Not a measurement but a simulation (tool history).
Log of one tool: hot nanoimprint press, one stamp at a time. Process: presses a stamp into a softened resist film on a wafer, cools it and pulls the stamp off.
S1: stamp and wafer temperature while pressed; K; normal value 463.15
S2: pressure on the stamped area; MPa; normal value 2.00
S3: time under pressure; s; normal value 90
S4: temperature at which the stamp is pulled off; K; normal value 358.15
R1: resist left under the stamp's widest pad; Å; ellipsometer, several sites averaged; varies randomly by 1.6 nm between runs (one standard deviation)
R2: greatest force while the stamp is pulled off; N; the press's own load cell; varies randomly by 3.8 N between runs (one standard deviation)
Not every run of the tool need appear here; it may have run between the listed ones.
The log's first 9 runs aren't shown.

{"run": 10, "day": 3.558, "S1": 463.15, "S2": 2.0, "S3": 90, "S4": 358.15, "R1": 2581, "R2": 243}
{"run": 11, "day": 3.883, "S1": 463.15, "S2": 2.0, "S3": 90, "S4": 358.15, "R1": 2584, "R2": 239}
{"run": 12, "day": 4.512, "S1": 463.15, "S2": 2.0, "S3": 90, "S4": 358.15, "R1": 2577, "R2": 241}
{"run": 13, "day": 5.012, "S1": 463.15, "S2": 2.0, "S3": 90, "S4": 358.15, "R1": 2601, "R2": 231}
{"run": 14, "day": 5.454, "S1": 463.15, "S2": 2.0, "S3": 90, "S4": 358.15, "R1": 2592, "R2": 241}
{"run": 15, "day": 5.925, "S1": 463.15, "S2": 2.0, "S3": 90, "S4": 358.15, "R1": 2594, "R2": 241}
{"run": 16, "day": 6.483, "S1": 473.15, "S2": 1.29, "S3": 83, "S4": 359.15, "R1": 2112, "R2": 240}
{"run": 17, "day": 7.154, "S1": 463.15, "S2": 1.76, "S3": 90, "S4": 358.15, "R1": 2768, "R2": 243}
{"run": 18, "day": 7.496, "S1": 463.15, "S2": 1.76, "S3": 90, "S4": 358.15, "R1": 2771, "R2": 253}
{"run": 19, "day": 7.871, "S1": 463.15, "S2": 1.58, "S3": 90, "S4": 363.15, "R1": 2958, "R2": 223}
{"run": 20, "day": 8.217, "S1": 469.15, "S2": 2.74, "S3": 92, "S4": 358.15, "R1": 1625, "R2": 253}
{"run": 21, "day": 8.6, "S1": 469.15, "S2": 2.13, "S3": 92, "S4": 358.15, "R1": 1875, "R2": 259}
{"run": 22, "day": 9.267, "S1": 469.15, "S2": 2.13, "S3": 92, "S4": 358.15, "R1": 1880, "R2": 251}
{"run": 23, "day": 9.921, "S1": 463.15, "S2": 1.63, "S3": 90, "S4": 358.15, "R1": 2909, "R2": 264}
{"run": 24, "day": 10.221, "S1": 463.15, "S2": 1.59, "S3": 157, "S4": 354.15, "R1": 2395, "R2": 298}
{"run": 25, "day": 10.692, "S1": 463.15, "S2": 3.18, "S3": 90, "S4": 361.15, "R1": 2061, "R2": 249}
{"run": 26, "day": 11.317, "S1": 463.15, "S2": 1.72, "S3": 158, "S4": 358.15, "R1": 2300, "R2": 257}
{"day": 11.612, "done": "stamp cleaned and given a new release coat"}
{"run": 27, "day": 12.179, "S1": 463.15, "S2": 1.72, "S3": 158, "S4": 358.15, "R1": 2284, "R2": 178}
{"run": 28, "day": 12.65, "S1": 464.15, "S2": 1.72, "S3": 158, "S4": 345.15, "R1": 2188, "R2": 274}
{"run": 29, "day": 13.058, "S1": 464.15, "S2": 1.72, "S3": 158, "S4": 345.15, "R1": 2235, "R2": 274}
{"run": 30, "day": 13.579, "S1": 456.15, "S2": 2.54, "S3": 141, "S4": 355.15, "R1": 2841, "R2": 215}

4 ways to go on from here, each from the tool as it stands after run 30. What would each give?
{"run": "A", "day": 13.938, "S1": 467.15, "S2": 1.92, "S3": 150, "S4": 355.15, "R1": "?", "R2": "?"}
{"run": "B", "day": 13.938, "S1": 474.15, "S2": 1.53, "S3": 90, "S4": 358.15, "R1": "?", "R2": "?"}
{"run": "C", "day": 13.938, "S1": 463.15, "S2": 2.0, "S3": 92, "S4": 345.15, "R1": "?", "R2": "?"}
{"run": "D", "day": 13.938, "S1": 463.15, "S2": 2.0, "S3": 112, "S4": 354.15, "R1": "?", "R2": "?"}

run=A R1=1846 R2=213
run=B R1=1820 R2=202
run=C R1=2638 R2=267
run=D R1=2467 R2=215
Without the tool's unlogged condition, the same runs would have read:
run=A R1=1726 R2=196
run=B R1=1711 R2=186
run=C R1=2466 R2=248
run=D R1=2303 R2=199

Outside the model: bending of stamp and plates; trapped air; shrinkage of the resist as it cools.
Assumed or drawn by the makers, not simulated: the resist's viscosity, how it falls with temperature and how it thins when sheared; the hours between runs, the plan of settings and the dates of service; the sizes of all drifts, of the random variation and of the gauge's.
